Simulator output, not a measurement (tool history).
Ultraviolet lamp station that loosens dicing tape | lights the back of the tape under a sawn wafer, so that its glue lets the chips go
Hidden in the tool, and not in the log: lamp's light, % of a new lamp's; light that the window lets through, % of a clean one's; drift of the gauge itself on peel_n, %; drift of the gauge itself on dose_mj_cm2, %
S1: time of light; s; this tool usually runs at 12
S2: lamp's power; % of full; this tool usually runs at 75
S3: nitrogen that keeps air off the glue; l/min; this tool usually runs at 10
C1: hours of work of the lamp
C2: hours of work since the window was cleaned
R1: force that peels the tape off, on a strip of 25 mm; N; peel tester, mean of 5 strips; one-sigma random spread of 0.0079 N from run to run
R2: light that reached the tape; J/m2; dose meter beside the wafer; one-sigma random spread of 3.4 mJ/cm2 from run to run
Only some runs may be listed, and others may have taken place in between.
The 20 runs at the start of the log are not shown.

run    hour  S1  S2  S3    C1   C2     R1    R2
 21   716.6  12  75  10  1284  163  0.645  3710
 22   755.4  12  75  10  1310  189  0.650  3560
 23   787.6  13  63  10  1331  210  0.818  3270
 24   829.5  13  63  10  1358  237  0.859  3200
 25   857.3  12  94  10  1377  256  0.502  4390
 26   898.8   6  90  10  1404  283  1.566  2040
 27   935.1   6  90  10  1428  307  1.664  2010
 28   980.8   6  84  10  1458  337  1.768  1860
 29  1001.2  19  86   6  1471  350  0.408  5870
 30  1035.6  19  86   6  1494  373  0.426  5760
 31  1063.5   9  75   7  1512  391  1.531  2390
 32  1109.2   6  82   9  1542  421  2.083  1720
 33  1144.9  16  69   8  1565  445  0.729  3780
     1170.4  -- window cleaned of glue's vapour
 34  1171.7  14  67   8  1583    1  0.772  3720
 35  1193.7  14  67   8  1597   15  0.743  3670
 36  1214.2  12  90   6  1611   29  0.736  4150
 37  1247.5  21  73  11  1632   51  0.260  5870
 38  1279.2   7  62  11  1653   71  1.937  1640
 39  1303.5   7  62  11  1669   87  1.991  1630
 40  1338.2  12  98   6  1692  110  0.710  4360
 41  1380.2  10  64   9  1720  138  1.436  2340
 42  1416.9   8  64   7  1744  162  2.095  1830

Forecast each of these 5 alternatives for the next run:
  A  1456.2   6  73  16  1770  188   ?   ?
  B  1456.2   8  91   4  1770  188   ?   ?
  C  1456.2  15  75   9  1770  188   ?   ?
  D  1456.2  12  78  18  1770  188   ?   ?
  E  1456.2   8  64  11  1770  188   ?   ?

run     R1    R2
  A  1.839  1550
  B  1.902  2510
  C  0.631  3900
  D  0.573  3300
  E  1.791  1750
What these runs would have given with no unlogged condition in the tool:
run     R1    R2
  A  0.839  2750
  B  0.885  4510
  C  0.226  6960
  D  0.209  5890
  E  0.807  3150

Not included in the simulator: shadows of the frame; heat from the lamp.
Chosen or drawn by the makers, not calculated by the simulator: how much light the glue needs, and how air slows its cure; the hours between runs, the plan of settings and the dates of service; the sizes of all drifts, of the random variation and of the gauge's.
